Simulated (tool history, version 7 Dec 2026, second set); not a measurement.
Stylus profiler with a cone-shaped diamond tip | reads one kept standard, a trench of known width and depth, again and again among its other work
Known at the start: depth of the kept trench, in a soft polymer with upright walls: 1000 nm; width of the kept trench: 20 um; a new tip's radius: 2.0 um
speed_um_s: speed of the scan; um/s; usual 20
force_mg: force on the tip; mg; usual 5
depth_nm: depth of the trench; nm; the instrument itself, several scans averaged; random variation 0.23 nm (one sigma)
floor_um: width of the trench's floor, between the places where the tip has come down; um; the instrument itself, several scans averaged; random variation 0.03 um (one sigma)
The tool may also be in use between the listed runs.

Run 1, day 0: usual settings. Result: depth_nm 1022.85 nm, floor_um 16.44 um.
Run 2, day 1.342: usual settings. Result: depth_nm 1022.73 nm, floor_um 16.51 um.
Run 3, day 2.779: usual settings. Result: depth_nm 1023.05 nm, floor_um 16.52 um.
Run 4, day 4.671: usual settings. Result: depth_nm 1022.94 nm, floor_um 16.53 um.
Run 5, day 6.508: usual settings. Result: depth_nm 1023.13 nm, floor_um 16.44 um.
Run 6, day 8.183: usual settings. Result: depth_nm 1022.86 nm, floor_um 16.48 um.
Run 7, day 9.492: usual settings but speed_um_s 69 um/s. Result: depth_nm 1022.93 nm, floor_um 16.41 um.
Run 8, day 11.304: usual settings but speed_um_s 78 um/s, force_mg 4.59 mg. Result: depth_nm 1021.72 nm, floor_um 16.38 um.
Run 9, day 12.346: usual settings but speed_um_s 78 um/s, force_mg 4.59 mg. Result: depth_nm 1021.53 nm, floor_um 16.42 um.
Run 10, day 13.396: usual settings but speed_um_s 5 um/s, force_mg 12.38 mg. Result: depth_nm 1042.18 nm, floor_um 16.47 um.
Run 11, day 15.238: usual settings but speed_um_s 5 um/s, force_mg 12.38 mg. Result: depth_nm 1041.83 nm, floor_um 16.51 um.
Run 12, day 16.417: usual settings but speed_um_s 8 um/s, force_mg 2.43 mg. Result: depth_nm 1013.77 nm, floor_um 16.48 um.
Run 13, day 17.479: usual settings but speed_um_s 8 um/s, force_mg 2.43 mg. Result: depth_nm 1013.88 nm, floor_um 16.46 um.

Forecast each of these 3 alternatives for the next run:
Run A, day 19.146: usual settings but speed_um_s 35 um/s, force_mg 3.26 mg. Result: depth_nm ?, floor_um ?.
Run B, day 19.146: usual settings but force_mg 3.09 mg. Result: depth_nm ?, floor_um ?.
Run C, day 19.146: usual settings but speed_um_s 31 um/s, force_mg 6.48 mg. Result: depth_nm ?, floor_um ?.

run  depth_nm  floor_um
  A   1017.52     16.51
  B   1016.51     16.49
  C   1026.96     16.49
Without the tool's hidden state the same runs would have given:
run  depth_nm  floor_um
  A   1017.51     16.52
  B   1016.49     16.51
  C   1026.94     16.51
